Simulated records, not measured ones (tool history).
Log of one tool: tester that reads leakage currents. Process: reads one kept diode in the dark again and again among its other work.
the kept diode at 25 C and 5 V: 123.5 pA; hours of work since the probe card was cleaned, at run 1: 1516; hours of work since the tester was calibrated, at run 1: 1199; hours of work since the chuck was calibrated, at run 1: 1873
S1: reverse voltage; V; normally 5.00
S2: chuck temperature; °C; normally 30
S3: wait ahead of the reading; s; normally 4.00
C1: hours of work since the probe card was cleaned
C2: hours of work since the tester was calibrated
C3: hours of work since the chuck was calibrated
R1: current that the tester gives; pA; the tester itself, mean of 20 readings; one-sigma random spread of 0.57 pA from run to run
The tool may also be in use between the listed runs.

run 1 hour=0.0 | S1=5.00 S2=30 S3=4.00 | C1=1516 C2=1199 C3=1873 | R1=201.43
run 2 hour=36.8 | S1=5.00 S2=30 S3=4.00 | C1=1542 C2=1225 C3=1899 | R1=200.65
run 3 hour=87.7 | S1=5.00 S2=30 S3=4.00 | C1=1578 C2=1261 C3=1936 | R1=201.71
run 4 hour=125.2 | S1=8.92 S2=30 S3=4.00 | C1=1605 C2=1288 C3=1962 | R1=252.46
run 5 hour=190.0 | S1=8.92 S2=30 S3=4.00 | C1=1651 C2=1334 C3=2008 | R1=253.20
run 6 hour=261.2 | S1=5.00 S2=30 S3=1.10 | C1=1702 C2=1385 C3=2059 | R1=203.89
run 7 hour=298.6 | S1=5.00 S2=30 S3=1.10 | C1=1728 C2=1411 C3=2086 | R1=202.70
run 8 hour=334.1 | S1=5.00 S2=30 S3=1.10 | C1=1754 C2=1437 C3=2111 | R1=203.97
run 9 hour=408.3 | S1=5.00 S2=30 S3=1.10 | C1=1806 C2=1489 C3=2164 | R1=204.10
run 10 hour=445.4 | S1=5.00 S2=30 S3=1.10 | C1=1833 C2=1516 C3=2190 | R1=203.74
run 11 hour=498.2 | S1=5.00 S2=30 S3=4.00 | C1=1870 C2=1553 C3=2228 | R1=203.87
run 12 hour=559.7 | S1=7.71 S2=30 S3=4.00 | C1=1914 C2=1597 C3=2272 | R1=243.10
run 13 hour=631.5 | S1=7.71 S2=30 S3=4.00 | C1=1965 C2=1648 C3=2323 | R1=242.30
run 14 hour=695.0 | S1=4.83 S2=52 S3=1.03 | C1=2011 C2=1694 C3=2368 | R1=1086.79
run 15 hour=732.6 | S1=4.83 S2=52 S3=1.03 | C1=2037 C2=1720 C3=2395 | R1=1084.53
run 16 hour=767.7 | S1=4.83 S2=38 S3=5.66 | C1=2062 C2=1745 C3=2420 | R1=381.06
-- hour=802.7 chuck's temperature calibrated
run 17 hour=820.5 | S1=1.24 S2=20 S3=4.00 | C1=2099 C2=1782 C3=13 | R1=51.47
run 18 hour=858.3 | S1=1.24 S2=20 S3=4.00 | C1=2126 C2=1809 C3=40 | R1=51.54
run 19 hour=917.3 | S1=1.24 S2=20 S3=4.00 | C1=2168 C2=1851 C3=82 | R1=51.62
run 20 hour=952.4 | S1=1.23 S2=30 S3=4.00 | C1=2193 C2=1876 C3=107 | R1=119.96
run 21 hour=1012.3 | S1=11.29 S2=46 S3=2.79 | C1=2235 C2=1918 C3=149 | R1=986.14
-- hour=1058.3 chuck's temperature calibrated, once more
run 22 hour=1078.3 | S1=11.29 S2=46 S3=2.79 | C1=2281 C2=1964 C3=14 | R1=926.06
run 23 hour=1121.3 | S1=11.29 S2=46 S3=2.79 | C1=2311 C2=1994 C3=45 | R1=935.87
run 24 hour=1195.8 | S1=17.26 S2=46 S3=6.74 | C1=2365 C2=2048 C3=98 | R1=1094.80
run 25 hour=1236.3 | S1=15.58 S2=27 S3=0.81 | C1=2393 C2=2076 C3=127 | R1=246.45
run 26 hour=1269.2 | S1=1.06 S2=27 S3=8.08 | C1=2417 C2=2100 C3=150 | R1=83.11

Each row is a separate what-if for the run after 26, all from the same tool condition, not one after another. Results?
run A hour=1335.5 | S1=5.00 S2=30 S3=1.58 | C1=2464 C2=2147 C3=197 | R1=?
run B hour=1335.5 | S1=5.12 S2=30 S3=5.91 | C1=2464 C2=2147 C3=197 | R1=?
run C hour=1335.5 | S1=1.86 S2=27 S3=8.08 | C1=2464 C2=2147 C3=197 | R1=?
run D hour=1335.5 | S1=1.06 S2=27 S3=1.35 | C1=2464 C2=2147 C3=197 | R1=?

run=A R1=197.00
run=B R1=197.68
run=C R1=103.37
run=D R1=83.40
The same runs, with their run-to-run variation unchanged, on a tool lacking any hidden condition would have given:
run=A R1=190.41
run=B R1=190.99
run=C R1=100.59
run=D R1=81.53

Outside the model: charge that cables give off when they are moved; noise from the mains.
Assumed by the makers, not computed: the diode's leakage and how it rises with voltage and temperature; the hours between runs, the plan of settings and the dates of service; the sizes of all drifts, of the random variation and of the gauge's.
